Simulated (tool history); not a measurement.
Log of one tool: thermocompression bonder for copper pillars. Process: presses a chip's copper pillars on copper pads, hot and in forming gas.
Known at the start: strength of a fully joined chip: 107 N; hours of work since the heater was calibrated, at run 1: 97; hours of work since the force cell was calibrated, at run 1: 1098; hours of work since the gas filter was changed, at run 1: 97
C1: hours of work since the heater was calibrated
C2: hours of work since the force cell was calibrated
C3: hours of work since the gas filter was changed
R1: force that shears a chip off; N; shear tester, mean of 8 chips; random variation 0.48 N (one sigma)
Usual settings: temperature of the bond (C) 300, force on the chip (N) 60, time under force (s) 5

Run 1, hour 0: usual settings; C1 97; C2 1098; C3 97. Result: R1 42.3 N.
Run 2, hour 52.8: usual settings; C1 132; C2 1133; C3 132. Result: R1 40.8 N.
Run 3, hour 101.5: usual settings but time under force (s) 11; C1 165; C2 1165; C3 165. Result: R1 53.5 N.
At hour 113.7: forming gas filter changed.
Run 4, hour 140.7: usual settings but temperature of the bond (C) 287, time under force (s) 11; C1 191; C2 1191; C3 18. Result: R1 48.6 N.
Run 5, hour 170: usual settings; C1 210; C2 1210; C3 37. Result: R1 45.2 N.
Run 6, hour 222.3: usual settings but force on the chip (N) 67; C1 245; C2 1245; C3 72. Result: R1 45.7 N.
Run 7, hour 286.8: usual settings but force on the chip (N) 67; C1 288; C2 1288; C3 115. Result: R1 46 N.
Run 8, hour 344.7: usual settings but force on the chip (N) 67; C1 326; C2 1327; C3 154. Result: R1 44.9 N.
At hour 376.7: forming gas filter changed.
Run 9, hour 387.8: usual settings but force on the chip (N) 67; C1 355; C2 1355; C3 7. Result: R1 49 N.
Run 10, hour 416.8: usual settings but force on the chip (N) 67; C1 374; C2 1374; C3 27. Result: R1 48.8 N.
Run 11, hour 466.6: usual settings but force on the chip (N) 67; C1 407; C2 1407; C3 60. Result: R1 48.9 N.
Run 12, hour 522.7: usual settings but temperature of the bond (C) 319, force on the chip (N) 67; C1 444; C2 1445; C3 97. Result: R1 60.2 N.
Run 13, hour 567.8: usual settings but temperature of the bond (C) 327, force on the chip (N) 67; C1 474; C2 1475; C3 127. Result: R1 63.9 N.
Run 14, hour 623.4: usual settings but temperature of the bond (C) 289; C1 511; C2 1512; C3 164. Result: R1 37.8 N.
At hour 639.1: forming gas filter changed.
Run 15, hour 685.5: usual settings but temperature of the bond (C) 289; C1 552; C2 1553; C3 31. Result: R1 41.2 N.
Run 16, hour 753.5: usual settings but temperature of the bond (C) 291, force on the chip (N) 88; C1 598; C2 1598; C3 76. Result: R1 49.7 N.
Run 17, hour 793.6: usual settings but temperature of the bond (C) 277, force on the chip (N) 48; C1 624; C2 1625; C3 103. Result: R1 29.8 N.
Run 18, hour 850.5: usual settings but temperature of the bond (C) 277, force on the chip (N) 48; C1 662; C2 1663; C3 141. Result: R1 29.6 N.
At hour 901.5: forming gas filter changed.
Run 19, hour 911: usual settings but temperature of the bond (C) 277, force on the chip (N) 48; C1 702; C2 1703; C3 6. Result: R1 33.7 N.
Run 20, hour 944.6: usual settings but temperature of the bond (C) 305, time under force (s) 7; C1 725; C2 1725; C3 29. Result: R1 60.3 N.
Run 21, hour 986.3: usual settings but time under force (s) 7; C1 752; C2 1753; C3 56. Result: R1 56.6 N.
At hour 999.9: heater calibrated with a thermocouple chip.
Run 22, hour 1028.8: usual settings but temperature of the bond (C) 292, force on the chip (N) 51, time under force (s) 10; C1 19; C2 1780; C3 83. Result: R1 43.7 N.
Run 23, hour 1067.6: usual settings but temperature of the bond (C) 292, force on the chip (N) 51, time under force (s) 10; C1 45; C2 1805; C3 109. Result: R1 43.8 N.
Run 24, hour 1114.6: usual settings but temperature of the bond (C) 292, force on the chip (N) 51, time under force (s) 10; C1 76; C2 1837; C3 140. Result: R1 42.9 N.
Run 25, hour 1162: usual settings but temperature of the bond (C) 281, force on the chip (N) 51, time under force (s) 4; C1 108; C2 1868; C3 172. Result: R1 24.7 N.
At hour 1168.9: forming gas filter changed.
Run 26, hour 1214.7: usual settings but temperature of the bond (C) 276, force on the chip (N) 44, time under force (s) 3; C1 143; C2 1903; C3 30. Result: R1 20.5 N.
Run 27, hour 1267.5: usual settings but temperature of the bond (C) 276, force on the chip (N) 44, time under force (s) 3; C1 178; C2 1938; C3 66. Result: R1 19.3 N.

Forecast each of these 5 alternatives for the next run:
Run A, hour 1297.7: usual settings but temperature of the bond (C) 313, force on the chip (N) 52, time under force (s) 13; C1 198; C2 1958; C3 86. Result: R1 ?.
Run B, hour 1297.7: usual settings; C1 198; C2 1958; C3 86. Result: R1 ?.
Run C, hour 1297.7: usual settings but temperature of the bond (C) 311, force on the chip (N) 44, time under force (s) 3; C1 198; C2 1958; C3 86. Result: R1 ?.
Run D, hour 1297.7: usual settings but temperature of the bond (C) 315, force on the chip (N) 54, time under force (s) 7; C1 198; C2 1958; C3 86. Result: R1 ?.
Run E, hour 1297.7: usual settings but temperature of the bond (C) 313, force on the chip (N) 48, time under force (s) 11; C1 198; C2 1958; C3 86. Result: R1 ?.

run    R1
  A  65.1
  B  42.6
  C    35
  D  56.5
  E  59.4
Without the tool's hidden state the same runs would have given:
run    R1
  A  65.5
  B  42.1
  C  34.6
  D  56.4
  E  59.5
